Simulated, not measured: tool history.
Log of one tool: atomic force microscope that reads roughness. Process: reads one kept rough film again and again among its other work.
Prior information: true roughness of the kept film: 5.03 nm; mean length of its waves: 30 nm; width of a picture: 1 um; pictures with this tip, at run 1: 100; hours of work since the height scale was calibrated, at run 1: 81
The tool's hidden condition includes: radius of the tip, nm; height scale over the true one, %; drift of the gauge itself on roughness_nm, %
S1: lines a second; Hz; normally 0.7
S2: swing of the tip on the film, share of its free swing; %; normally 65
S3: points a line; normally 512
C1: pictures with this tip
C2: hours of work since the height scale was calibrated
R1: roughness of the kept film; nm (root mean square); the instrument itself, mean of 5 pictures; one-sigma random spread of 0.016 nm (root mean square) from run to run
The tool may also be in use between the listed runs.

Run 1, hour 0: usual settings; C1 100; C2 81. Result: R1 3.305 nm (root mean square).
Run 2, hour 11.1: usual settings; C1 118; C2 87. Result: R1 3.195 nm (root mean square).
Run 3, hour 21.5: usual settings; C1 136; C2 93. Result: R1 3.108 nm (root mean square).
Run 4, hour 33.4: usual settings but S2 84 %; C1 155; C2 100. Result: R1 2.861 nm (root mean square).
Run 5, hour 39.9: usual settings but S2 84 %; C1 166; C2 103. Result: R1 2.829 nm (root mean square).
Run 6, hour 50.4: usual settings but S2 84 %; C1 183; C2 109. Result: R1 2.78 nm (root mean square).
Run 7, hour 61.4: usual settings but S2 84 %; C1 201; C2 115. Result: R1 2.686 nm (root mean square).
Run 8, hour 73.8: usual settings but S2 84 %; C1 221; C2 122. Result: R1 2.635 nm (root mean square).
Run 9, hour 83.1: usual settings; C1 236; C2 127. Result: R1 2.673 nm (root mean square).
Run 10, hour 92.4: usual settings; C1 251; C2 132. Result: R1 2.623 nm (root mean square).
Run 11, hour 101.8: usual settings; C1 267; C2 138. Result: R1 2.576 nm (root mean square).
Run 12, hour 111.9: usual settings; C1 283; C2 143. Result: R1 2.518 nm (root mean square).
Run 13, hour 121.5: usual settings but S1 3.742 Hz; C1 299; C2 149. Result: R1 2.23 nm (root mean square).
Run 14, hour 129.7: usual settings but S1 1.634 Hz; C1 312; C2 153. Result: R1 2.35 nm (root mean square).
At hour 133.6: new tip fitted.
Run 15, hour 138.1: usual settings but S1 1.634 Hz; C1 7; C2 158. Result: R1 3.707 nm (root mean square).
Run 16, hour 144: usual settings but S1 1.634 Hz; C1 17; C2 161. Result: R1 3.65 nm (root mean square).
Run 17, hour 156.6: usual settings but S1 1.538 Hz, S2 69 %; C1 38; C2 168. Result: R1 3.501 nm (root mean square).
Run 18, hour 164.9: usual settings but S1 0.542 Hz, S2 69 %, S3 561; C1 51; C2 173. Result: R1 3.553 nm (root mean square).
Run 19, hour 176.6: usual settings but S1 0.868 Hz, S3 634; C1 70; C2 179. Result: R1 3.382 nm (root mean square).
At hour 178.8: height scale calibrated on a step standard.
Run 20, hour 185.8: usual settings but S1 0.868 Hz, S3 634; C1 84; C2 4. Result: R1 3.311 nm (root mean square).
Run 21, hour 198.2: usual settings but S1 0.737 Hz, S2 61 %, S3 615; C1 104; C2 11. Result: R1 3.233 nm (root mean square).
Run 22, hour 206.2: usual settings but S1 1.529 Hz, S2 88 %, S3 338; C1 117; C2 15. Result: R1 2.694 nm (root mean square).
At hour 218.7: height scale calibrated on a step standard, once more.
Run 23, hour 218.7: usual settings but S1 2.534 Hz, S2 59 %; C1 136; C2 0. Result: R1 2.916 nm (root mean square).
Run 24, hour 231.1: usual settings but S1 2.534 Hz, S2 56 %, S3 753; C1 156; C2 7. Result: R1 2.904 nm (root mean square).
Run 25, hour 242: usual settings but S1 2.534 Hz, S2 56 %, S3 753; C1 174; C2 13. Result: R1 2.789 nm (root mean square).
Run 26, hour 252.6: usual settings but S1 2.534 Hz, S2 56 %, S3 753; C1 191; C2 19. Result: R1 2.719 nm (root mean square).
Run 27, hour 261.2: usual settings but S1 2.534 Hz, S2 56 %, S3 753; C1 205; C2 24. Result: R1 2.697 nm (root mean square).
Run 28, hour 274.1: usual settings but S1 2.534 Hz, S2 56 %, S3 753; C1 226; C2 31. Result: R1 2.586 nm (root mean square).
Run 29, hour 284.1: usual settings but S1 2.534 Hz, S2 56 %, S3 753; C1 243; C2 36. Result: R1 2.523 nm (root mean square).
Run 30, hour 289.9: usual settings but S1 2.088 Hz, S2 56 %, S3 957; C1 252; C2 40. Result: R1 2.519 nm (root mean square).
Run 31, hour 299.8: usual settings but S1 0.858 Hz, S2 75 %, S3 957; C1 269; C2 45. Result: R1 2.44 nm (root mean square).

Predict each of these 4 candidate next runs independently; none follows another, all start after run 31:
Run A, hour 307.8: usual settings but S1 1.017 Hz, S2 59 %, S3 889; C1 282; C2 50. Result: R1 ?.
Run B, hour 307.8: usual settings but S1 2.992 Hz, S2 60 %, S3 1005; C1 282; C2 50. Result: R1 ?.
Run C, hour 307.8: usual settings but S1 0.712 Hz, S2 58 %; C1 282; C2 50. Result: R1 ?.
Run D, hour 307.8: usual settings but S1 3.577 Hz, S2 75 %, S3 273; C1 282; C2 50. Result: R1 ?.

run     R1
  A  2.456
  B  2.343
  C  2.476
  D  2.014
With the hidden condition removed and each run's random variation left untouched, the same runs would have given:
run     R1
  A  4.007
  B  3.821
  C  4.036
  D  3.281

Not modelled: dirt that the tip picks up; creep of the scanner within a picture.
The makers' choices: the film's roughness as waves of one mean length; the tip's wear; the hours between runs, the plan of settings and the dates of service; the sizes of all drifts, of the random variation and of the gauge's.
